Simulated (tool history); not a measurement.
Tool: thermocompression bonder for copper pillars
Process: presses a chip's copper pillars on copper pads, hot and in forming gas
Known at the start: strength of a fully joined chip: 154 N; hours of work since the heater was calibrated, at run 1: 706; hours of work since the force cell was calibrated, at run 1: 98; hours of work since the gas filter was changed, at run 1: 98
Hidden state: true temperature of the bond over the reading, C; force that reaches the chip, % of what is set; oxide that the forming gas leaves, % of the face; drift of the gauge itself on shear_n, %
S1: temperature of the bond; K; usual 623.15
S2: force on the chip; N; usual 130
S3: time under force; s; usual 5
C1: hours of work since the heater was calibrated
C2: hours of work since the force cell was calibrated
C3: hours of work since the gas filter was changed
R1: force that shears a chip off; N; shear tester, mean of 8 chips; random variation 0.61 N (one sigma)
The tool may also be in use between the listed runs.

run 1 hour=0 | S1=623.15 S2=130 S3=5 | C1=706 C2=98 C3=98 | R1=69.6
run 2 hour=62 | S1=623.15 S2=130 S3=5 | C1=738 C2=130 C3=130 | R1=70
run 3 hour=122.1 | S1=623.15 S2=130 S3=5 | C1=768 C2=161 C3=161 | R1=68.7
run 4 hour=210.5 | S1=623.15 S2=130 S3=5 | C1=814 C2=206 C3=206 | R1=67.1
run 5 hour=248.3 | S1=623.15 S2=130 S3=5 | C1=833 C2=225 C3=225 | R1=67.8
run 6 hour=334.6 | S1=623.15 S2=130 S3=5 | C1=877 C2=270 C3=270 | R1=67.2
run 7 hour=397.5 | S1=623.15 S2=130 S3=5 | C1=909 C2=302 C3=302 | R1=67.6
-- hour=411.7 heater calibrated with a thermocouple chip
run 8 hour=475.5 | S1=623.15 S2=130 S3=5 | C1=33 C2=341 C3=341 | R1=72
run 9 hour=547.4 | S1=623.15 S2=130 S3=5 | C1=69 C2=378 C3=378 | R1=72.1
run 10 hour=609.7 | S1=640.15 S2=130 S3=5 | C1=101 C2=409 C3=409 | R1=79.2
run 11 hour=692.7 | S1=640.15 S2=130 S3=5 | C1=144 C2=452 C3=452 | R1=79
-- hour=707.7 forming gas filter changed
run 12 hour=730.4 | S1=621.15 S2=130 S3=5 | C1=163 C2=471 C3=12 | R1=71.9
run 13 hour=771.7 | S1=621.15 S2=130 S3=5 | C1=184 C2=492 C3=33 | R1=74.1
run 14 hour=824.8 | S1=596.15 S2=183 S3=6 | C1=211 C2=519 C3=60 | R1=73.7
run 15 hour=903.5 | S1=622.15 S2=117 S3=10 | C1=252 C2=560 C3=100 | R1=87.4
run 16 hour=940.3 | S1=602.15 S2=129 S3=14 | C1=270 C2=578 C3=119 | R1=87.5
run 17 hour=999.6 | S1=615.15 S2=119 S3=7 | C1=301 C2=609 C3=149 | R1=73.4
run 18 hour=1044.9 | S1=615.15 S2=119 S3=9 | C1=324 C2=632 C3=173 | R1=79.2
run 19 hour=1125 | S1=615.15 S2=119 S3=9 | C1=365 C2=673 C3=214 | R1=78.9
run 20 hour=1188.5 | S1=641.15 S2=130 S3=10 | C1=397 C2=706 C3=246 | R1=100.2
run 21 hour=1261.2 | S1=642.15 S2=113 S3=12 | C1=435 C2=743 C3=283 | R1=101.1
run 22 hour=1336.7 | S1=640.15 S2=114 S3=3 | C1=473 C2=781 C3=322 | R1=62.8

4 ways to go on from here, each from the tool as it stands after run 22. What would each give?
run A hour=1411.8 | S1=617.15 S2=102 S3=3 | C1=512 C2=820 C3=361 | R1=?
run B hour=1411.8 | S1=599.15 S2=168 S3=9 | C1=512 C2=820 C3=361 | R1=?
run C hour=1411.8 | S1=597.15 S2=97 S3=3 | C1=512 C2=820 C3=361 | R1=?
run D hour=1411.8 | S1=623.15 S2=88 S3=5 | C1=512 C2=820 C3=361 | R1=?

run=A R1=48.6
run=B R1=78.5
run=C R1=38.8
run=D R1=58.4
Without the tool's hidden state the same runs would have given:
run=A R1=52.5
run=B R1=84.4
run=C R1=42.2
run=D R1=62.8

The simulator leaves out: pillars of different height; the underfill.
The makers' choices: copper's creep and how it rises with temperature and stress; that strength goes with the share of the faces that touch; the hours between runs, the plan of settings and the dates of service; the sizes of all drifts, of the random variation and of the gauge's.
